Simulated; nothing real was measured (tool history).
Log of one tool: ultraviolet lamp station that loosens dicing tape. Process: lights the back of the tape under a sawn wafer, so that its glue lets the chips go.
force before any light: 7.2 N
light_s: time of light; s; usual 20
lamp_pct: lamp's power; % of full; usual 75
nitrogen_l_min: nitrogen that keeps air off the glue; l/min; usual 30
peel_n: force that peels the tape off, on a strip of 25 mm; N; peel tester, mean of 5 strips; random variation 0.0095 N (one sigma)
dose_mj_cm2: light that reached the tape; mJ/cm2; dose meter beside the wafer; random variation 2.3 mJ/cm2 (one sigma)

run	hour	light_s	lamp_pct	nitrogen_l_min	peel_n	dose_mj_cm2
1	0	20	75	30	0.418	217
2	11.6	20	68	30	0.52	202
3	18.1	10	68	30	1.719	101
4	29.2	20	75	25	0.466	221
5	41.7	20	75	25	0.491	217
6	56.2	20	75	30	0.441	217
7	69.2	20	75	30	0.448	216
8	79.6	25	75	30	0.318	275
9	87.9	25	75	30	0.305	272
10	96	25	75	30	0.313	269
11	104	12	75	30	1.117	131
12	118	12	75	30	1.136	132
13	128.3	20	75	30	0.465	214
14	136.8	20	75	30	0.471	216
15	151.1	20	75	30	0.467	212
16	161.5	20	75	30	0.469	208
17	170.5	20	75	30	0.481	213
18	182.9	20	75	30	0.472	211
19	192	20	75	30	0.469	208
20	202.4	15	75	30	0.811	160
21	215.8	36	96	30	0.223	480
22	229.5	16	83	19	0.792	183
23	242.8	33	75	18	0.275	342
24	250	12	75	30	1.281	124
25	262.8	12	75	30	1.22	124
26	268.8	12	96	30	0.779	160
27	278.9	12	96	30	0.812	158
28	288.4	12	96	30	0.796	157
29	300.6	26	75	47	0.269	267
30	308	20	84	47	0.335	227
31	319.5	32	71	53	0.25	308
32	326.4	20	67	39	0.542	184
33	332.6	10	60	26	2.288	79
34	342.1	10	60	26	2.27	83
35	352.8	13	60	26	1.665	105
36	363.9	13	60	26	1.725	105
37	372.6	13	60	26	1.673	104

Forecast each of these 4 alternatives for the next run:
A	387.2	13	60	57	?	?
B	387.2	13	89	53	?	?
C	387.2	20	75	9	?	?
D	387.2	13	60	16	?	?

run	peel_n	dose_mj_cm2
A	1.298	101
B	0.659	155
C	0.999	199
D	2.03	102
Without the tool's hidden state the same runs would have given:
run	peel_n	dose_mj_cm2
A	1.037	117
B	0.51	178
C	0.782	229
D	1.7	117

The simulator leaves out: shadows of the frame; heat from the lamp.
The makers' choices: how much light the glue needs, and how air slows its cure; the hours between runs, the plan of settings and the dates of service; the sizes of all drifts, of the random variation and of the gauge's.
